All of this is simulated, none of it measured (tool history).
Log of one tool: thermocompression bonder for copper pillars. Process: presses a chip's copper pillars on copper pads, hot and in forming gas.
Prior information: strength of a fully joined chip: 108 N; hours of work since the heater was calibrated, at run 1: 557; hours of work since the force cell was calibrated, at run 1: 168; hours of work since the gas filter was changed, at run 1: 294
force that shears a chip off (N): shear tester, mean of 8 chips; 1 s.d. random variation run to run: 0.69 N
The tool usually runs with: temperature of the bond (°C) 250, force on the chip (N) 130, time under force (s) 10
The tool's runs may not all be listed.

run,day,temperature of the bond (°C),force on the chip (N),time under force (s),hours of work since the heater was calibrated,hours of work since the force cell was calibrated,hours of work since the gas filter was changed,force that shears a chip off (N)
1,0.000,250,130,10,557,168,294,41.5
2,0.267,250,130,10,562,173,299,40.4
3,0.592,250,130,10,568,179,305,41.7
4,0.892,250,130,22,573,184,310,54.9
5,1.200,250,130,22,579,190,316,55.0
6,1.442,250,84,10,583,194,320,31.9
7,1.808,250,130,10,590,201,327,41.4
8,1.996,250,130,10,593,204,330,41.5
9,2.200,250,130,10,597,208,334,40.0
10,2.546,250,130,10,603,214,340,40.9
# day 2.646: force cell calibrated
11,2.871,237,132,16,608,4,345,40.6
12,3.104,237,132,16,612,8,349,40.9
13,3.346,237,132,16,617,13,354,40.5
14,3.733,242,81,9,624,20,361,25.2
# day 4.033: force cell calibrated, once more
15,4.033,242,81,9,628,0,365,25.5
16,4.396,256,130,10,635,7,371,45.7
17,4.817,256,130,10,643,14,379,43.8
18,5.183,250,130,6,649,21,386,35.3
19,5.638,268,172,6,657,29,394,50.0

Each row is a separate what-if for the run after 19, all from the same tool condition, not one after another. Results?
A,6.062,268,78,6,665,37,402,?
B,6.062,274,151,7,665,37,402,?
C,6.062,252,178,10,665,37,402,?
D,6.062,272,130,12,665,37,402,?
E,6.062,264,106,17,665,37,402,?

run,force that shears a chip off (N)
A,30.8
B,53.4
C,50.6
D,59.3
E,53.4
Without the tool's unlogged condition, the same runs would have read:
run,force that shears a chip off (N)
A,36.1
B,61.3
C,58.5
D,67.5
E,61.3

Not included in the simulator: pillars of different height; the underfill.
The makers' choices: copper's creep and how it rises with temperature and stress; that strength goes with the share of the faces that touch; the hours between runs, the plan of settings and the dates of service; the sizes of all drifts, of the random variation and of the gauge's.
